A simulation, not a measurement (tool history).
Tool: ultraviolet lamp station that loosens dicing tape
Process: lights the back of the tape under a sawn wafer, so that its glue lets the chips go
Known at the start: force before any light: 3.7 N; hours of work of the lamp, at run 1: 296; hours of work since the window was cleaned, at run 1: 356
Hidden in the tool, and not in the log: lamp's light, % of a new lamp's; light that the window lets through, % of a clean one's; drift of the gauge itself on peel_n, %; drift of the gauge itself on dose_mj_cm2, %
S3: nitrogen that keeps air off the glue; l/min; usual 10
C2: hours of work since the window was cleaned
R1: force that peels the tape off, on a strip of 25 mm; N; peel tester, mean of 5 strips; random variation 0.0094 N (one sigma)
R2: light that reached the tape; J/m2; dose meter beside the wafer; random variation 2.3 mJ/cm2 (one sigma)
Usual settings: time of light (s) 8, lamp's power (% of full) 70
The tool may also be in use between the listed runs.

run 1 hour=0 | time_of_light_(s)=8 lamp's_power_(%_of_full)=70 S3=10 | hours_of_work_of_the_lamp=296 C2=356 | R1=0.556 R2=1750
run 2 hour=10 | time_of_light_(s)=8 lamp's_power_(%_of_full)=70 S3=10 | hours_of_work_of_the_lamp=303 C2=363 | R1=0.549 R2=1720
run 3 hour=19.3 | time_of_light_(s)=8 lamp's_power_(%_of_full)=70 S3=10 | hours_of_work_of_the_lamp=310 C2=370 | R1=0.56 R2=1730
-- hour=26.8 window cleaned of glue's vapour
run 4 hour=30.1 | time_of_light_(s)=8 lamp's_power_(%_of_full)=70 S3=10 | hours_of_work_of_the_lamp=317 C2=2 | R1=0.527 R2=1880
run 5 hour=36.3 | time_of_light_(s)=8 lamp's_power_(%_of_full)=70 S3=9 | hours_of_work_of_the_lamp=321 C2=7 | R1=0.527 R2=1840
run 6 hour=43.6 | time_of_light_(s)=8 lamp's_power_(%_of_full)=70 S3=9 | hours_of_work_of_the_lamp=327 C2=12 | R1=0.542 R2=1840
run 7 hour=51.4 | time_of_light_(s)=8 lamp's_power_(%_of_full)=70 S3=9 | hours_of_work_of_the_lamp=332 C2=18 | R1=0.538 R2=1870
run 8 hour=59.6 | time_of_light_(s)=8 lamp's_power_(%_of_full)=70 S3=5 | hours_of_work_of_the_lamp=338 C2=23 | R1=0.795 R2=1810
run 9 hour=64.4 | time_of_light_(s)=9 lamp's_power_(%_of_full)=70 S3=10 | hours_of_work_of_the_lamp=341 C2=27 | R1=0.425 R2=2050
run 10 hour=72 | time_of_light_(s)=9 lamp's_power_(%_of_full)=70 S3=10 | hours_of_work_of_the_lamp=347 C2=32 | R1=0.435 R2=2020
run 11 hour=80.7 | time_of_light_(s)=12 lamp's_power_(%_of_full)=70 S3=10 | hours_of_work_of_the_lamp=353 C2=39 | R1=0.281 R2=2730
run 12 hour=90.8 | time_of_light_(s)=8 lamp's_power_(%_of_full)=78 S3=10 | hours_of_work_of_the_lamp=360 C2=46 | R1=0.433 R2=2000
run 13 hour=100.5 | time_of_light_(s)=8 lamp's_power_(%_of_full)=78 S3=9 | hours_of_work_of_the_lamp=367 C2=53 | R1=0.473 R2=1970
run 14 hour=109 | time_of_light_(s)=8 lamp's_power_(%_of_full)=94 S3=3 | hours_of_work_of_the_lamp=373 C2=59 | R1=0.757 R2=2400
run 15 hour=119.5 | time_of_light_(s)=8 lamp's_power_(%_of_full)=94 S3=3 | hours_of_work_of_the_lamp=381 C2=66 | R1=0.758 R2=2380
run 16 hour=125.1 | time_of_light_(s)=8 lamp's_power_(%_of_full)=68 S3=10 | hours_of_work_of_the_lamp=385 C2=70 | R1=0.567 R2=1710
run 17 hour=132.2 | time_of_light_(s)=9 lamp's_power_(%_of_full)=61 S3=7 | hours_of_work_of_the_lamp=390 C2=75 | R1=0.691 R2=1730
run 18 hour=141.3 | time_of_light_(s)=15 lamp's_power_(%_of_full)=79 S3=14 | hours_of_work_of_the_lamp=396 C2=82 | R1=0.195 R2=3720
run 19 hour=151.2 | time_of_light_(s)=4 lamp's_power_(%_of_full)=90 S3=10 | hours_of_work_of_the_lamp=403 C2=89 | R1=1.073 R2=1120

5 ways to go on from here, each from the tool as it stands after run 19. What would each give?
run A hour=158 | time_of_light_(s)=6 lamp's_power_(%_of_full)=78 S3=6 | hours_of_work_of_the_lamp=408 C2=94 | R1=? R2=?
run B hour=158 | time_of_light_(s)=16 lamp's_power_(%_of_full)=76 S3=14 | hours_of_work_of_the_lamp=408 C2=94 | R1=? R2=?
run C hour=158 | time_of_light_(s)=14 lamp's_power_(%_of_full)=67 S3=9 | hours_of_work_of_the_lamp=408 C2=94 | R1=? R2=?
run D hour=158 | time_of_light_(s)=13 lamp's_power_(%_of_full)=67 S3=10 | hours_of_work_of_the_lamp=408 C2=94 | R1=? R2=?
run E hour=158 | time_of_light_(s)=8 lamp's_power_(%_of_full)=79 S3=5 | hours_of_work_of_the_lamp=408 C2=94 | R1=? R2=?

run=A R1=0.974 R2=1430
run=B R1=0.196 R2=3760
run=C R1=0.275 R2=2910
run=D R1=0.294 R2=2740
run=E R1=0.708 R2=1940
Without the tool's hidden state the same runs would have given:
run=A R1=0.727 R2=1780
run=B R1=0.185 R2=4690
run=C R1=0.217 R2=3620
run=D R1=0.23 R2=3420
run=E R1=0.51 R2=2430
